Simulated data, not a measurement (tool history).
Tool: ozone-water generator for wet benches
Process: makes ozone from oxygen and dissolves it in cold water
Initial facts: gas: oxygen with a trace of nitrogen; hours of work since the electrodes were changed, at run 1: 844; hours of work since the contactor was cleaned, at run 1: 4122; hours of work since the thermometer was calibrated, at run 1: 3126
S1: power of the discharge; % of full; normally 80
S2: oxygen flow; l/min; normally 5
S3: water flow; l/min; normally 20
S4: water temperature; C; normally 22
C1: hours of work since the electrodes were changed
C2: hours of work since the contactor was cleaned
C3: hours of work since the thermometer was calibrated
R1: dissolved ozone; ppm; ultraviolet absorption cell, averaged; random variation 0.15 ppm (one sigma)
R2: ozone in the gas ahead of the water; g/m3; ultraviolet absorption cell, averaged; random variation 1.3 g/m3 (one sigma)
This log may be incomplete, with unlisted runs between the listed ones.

run	hour	S1	S2	S3	S4	C1	C2	C3	R1	R2
1	0	80	5	20	22	844	4122	3126	18.3	222.8
2	113.1	49	5	20	22	949	4226	3231	12	148.1
3	231.8	49	5	20	22	1058	4336	3340	12.2	146.9
4	334.8	49	5	20	22	1153	4431	3435	12	146.1
# hour 430.9: contactor cleaned
5	444.1	49	5	29	22	1251	12	3533	8.8	145.2
6	521	49	5	29	22	1322	83	3604	8.7	147.1
7	606	99	5	20	22	1400	162	3682	22.3	265.3
8	666.4	99	5	20	22	1456	218	3738	22.4	262.4
9	737.4	80	5	20	25	1522	283	3804	17.7	216.4
10	851.2	80	5	20	25	1627	388	3909	17.7	218.9
11	956.5	80	5	20	25	1724	486	4006	17.6	217.1
12	1043.5	80	3.1	20	22	1804	566	4086	18.4	285.9
13	1111.3	80	3.1	20	22	1867	628	4149	17.8	284.8
14	1204.1	80	3.1	20	22	1953	714	4235	18	285.7
15	1332.8	80	5	26	22	2072	833	4354	14.3	216.2
16	1450.5	82	5	17	24	2180	942	4462	20.5	219.1
17	1538.6	97	3.69	20	22	2262	1023	4544	21.2	299.9
18	1664.6	97	3.69	20	22	2378	1140	4660	21	293.7
19	1767.9	59	2.8	21	23	2473	1235	4755	12.8	233.9
20	1859.2	61	6.15	20	22	2558	1319	4840	14	152.2
21	1943.7	47	5.24	20	14	2636	1397	4918	13.1	134.2
22	2050.4	58	4.88	20	14	2734	1496	5016	15.3	165
# hour 2155.6: water thermometer calibrated
23	2171.2	58	4.88	20	14	2845	1607	14	15.5	165.6
24	2248.1	77	4.88	20	18	2917	1678	85	18.1	205.7
25	2334.1	77	4.88	20	18	2996	1757	165	18.3	205.4
26	2463.7	43	6.03	20	20	3116	1877	285	10.7	113.1

Run 27, settings as shown, results not yet in. Your forecast:
27	2593.4	43	6.03	20	20	3235	1997	404	?	?

R1: 10.8 ppm
R2: 113.3 g/m3
If the tool had no hidden condition, the same run with the same run-to-run variation would have returned R1 11.6 ppm, R2 119.6 g/m3.

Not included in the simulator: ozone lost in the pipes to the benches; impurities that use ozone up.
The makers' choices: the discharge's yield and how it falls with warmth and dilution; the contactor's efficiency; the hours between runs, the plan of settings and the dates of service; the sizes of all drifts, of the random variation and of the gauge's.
